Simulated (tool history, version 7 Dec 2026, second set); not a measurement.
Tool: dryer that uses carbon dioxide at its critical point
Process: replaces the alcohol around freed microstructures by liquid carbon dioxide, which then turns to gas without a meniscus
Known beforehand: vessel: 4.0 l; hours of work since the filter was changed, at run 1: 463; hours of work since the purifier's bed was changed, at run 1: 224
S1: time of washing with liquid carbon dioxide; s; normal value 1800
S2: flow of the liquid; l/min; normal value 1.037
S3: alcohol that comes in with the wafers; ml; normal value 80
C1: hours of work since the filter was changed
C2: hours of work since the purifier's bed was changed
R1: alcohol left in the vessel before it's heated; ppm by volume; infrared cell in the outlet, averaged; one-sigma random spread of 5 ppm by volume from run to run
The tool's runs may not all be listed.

run	hour	S1	S2	S3	C1	C2	R1
1	0	1800	1.037	80	463	224	125
2	4.6	1800	1.037	80	466	227	119
3	12.1	1800	1.037	80	471	232	122
4	16.2	1800	1.037	80	474	235	124
# hour 18.7: inlet filter changed
5	22	1800	1.07	80	2	238	70
6	26.4	1800	1.037	20	5	241	49
7	32.7	1800	1.037	20	10	246	49
8	40.3	1800	1.037	35	15	251	55
9	48.9	1800	1.56	72	21	257	49
10	57.9	1800	1.56	72	27	263	50
11	67.4	1800	1.037	110	33	269	84
12	74.4	1800	1.037	110	38	274	71
13	78.3	1380	0.86	110	41	277	496

Predict each of these 4 candidate next runs independently; none follows another, all start after run 13:
A	82.6	1560	0.67	80	44	280	?
B	82.6	1920	0.66	110	44	280	?
C	82.6	1800	1.5	80	44	280	?
D	82.6	2400	0.81	22	44	280	?

run	R1
A	588
B	418
C	40
D	62
With no hidden state in the tool, these same runs would have given:
run	R1
A	501
B	338
C	0
D	18

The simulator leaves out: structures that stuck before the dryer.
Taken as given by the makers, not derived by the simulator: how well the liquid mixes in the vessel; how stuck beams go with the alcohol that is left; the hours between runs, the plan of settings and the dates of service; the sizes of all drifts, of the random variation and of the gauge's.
